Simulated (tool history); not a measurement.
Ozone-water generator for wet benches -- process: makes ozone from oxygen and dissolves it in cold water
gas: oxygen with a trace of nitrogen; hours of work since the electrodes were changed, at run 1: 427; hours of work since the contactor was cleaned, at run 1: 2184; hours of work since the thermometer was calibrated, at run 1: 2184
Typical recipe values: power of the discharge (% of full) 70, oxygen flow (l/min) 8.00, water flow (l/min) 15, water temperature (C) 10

run    hour  power of the discharge (% of full)  oxygen flow (l/min)  water flow (l/min)  water temperature (C)  hours of work since the electrodes were changed  hours of work since the contactor was cleaned  hours of work since the thermometer was calibrated  dissolved ozone (ppm)  ozone in the gas ahead of the water (g/m3)
  1     0.0                                  70                 8.00                  15                     10                                              427                                           2184                                                2184                   21.9                                       159.1
  2    57.2                                  70                 8.00                  15                     10                                              478                                           2235                                                2235                   21.8                                       156.9
  3   171.6                                  70                 8.00                  15                     10                                              579                                           2336                                                2336                   21.3                                       156.1
  4   293.6                                  70                 8.00                  15                     10                                              686                                           2443                                                2443                   21.2                                       155.3
  5   414.3                                  70                 8.00                  15                     10                                              793                                           2550                                                2550                   21.0                                       154.1
  6   466.0                                  70                 8.00                  15                     10                                              838                                           2595                                                2595                   21.4                                       154.5
  7   581.3                                  70                 8.00                  15                     10                                              940                                           2697                                                2697                   20.9                                       153.2
  8   655.0                                  70                 8.00                  15                     10                                             1005                                           2762                                                2762                   20.8                                       151.6
  9   733.3                                  70                 4.35                  15                     10                                             1074                                           2831                                                2831                   23.4                                       230.4
 10   797.6                                  70                 4.35                  15                     10                                             1131                                           2888                                                2888                   23.2                                       228.0
 11   904.9                                  70                 4.35                  15                     10                                             1226                                           2983                                                2983                   22.9                                       227.6
 12   966.4                                  70                 4.35                  15                     10                                             1280                                           3037                                                3037                   22.7                                       226.0
 13  1086.5                                  70                 8.00                  15                     10                                             1386                                           3143                                                3143                   20.5                                       149.8
 14  1155.3                                  70                 8.00                  15                     10                                             1447                                           3204                                                3204                   20.2                                       148.3
 15  1254.9                                  73                 7.11                  12                     10                                             1535                                           3292                                                3292                   25.6                                       164.5
 16  1309.9                                  73                 7.11                  12                     10                                             1583                                           3340                                                3340                   25.4                                       163.9
     1416.7  -- contactor cleaned
 17  1418.1                                  73                 7.11                  12                     10                                             1675                                              1                                                3432                   24.9                                       161.4
     1434.6  -- water thermometer calibrated
 18  1484.6                                  89                 4.47                  15                      8                                             1734                                             59                                                  44                   24.7                                       241.9
 19  1575.0                                  82                 8.00                  13                      9                                             1813                                            139                                                 124                   24.1                                       156.2
 20  1695.7                                  82                 5.48                  13                      9                                             1920                                            246                                                 230                   25.9                                       201.5
     1710.4  -- contactor cleaned, once more
 21  1798.8                                  82                 5.48                  13                      9                                             2007                                             78                                                 318                   27.7                                       199.8
 22  1874.5                                  66                 7.40                  24                      5                                             2074                                            145                                                 385                   13.4                                       146.4

Expected results for the next run?
 23  1953.1                                  66                 6.31                  24                      5                                             2144                                            214                                                 454                      ?                                           ?

Run 23 came out at dissolved ozone (ppm) 13.4, ozone in the gas ahead of the water (g/m3) 161.3.
Had the tool carried no hidden state, the very same run would have given dissolved ozone (ppm) 15.4, ozone in the gas ahead of the water (g/m3) 184.5.
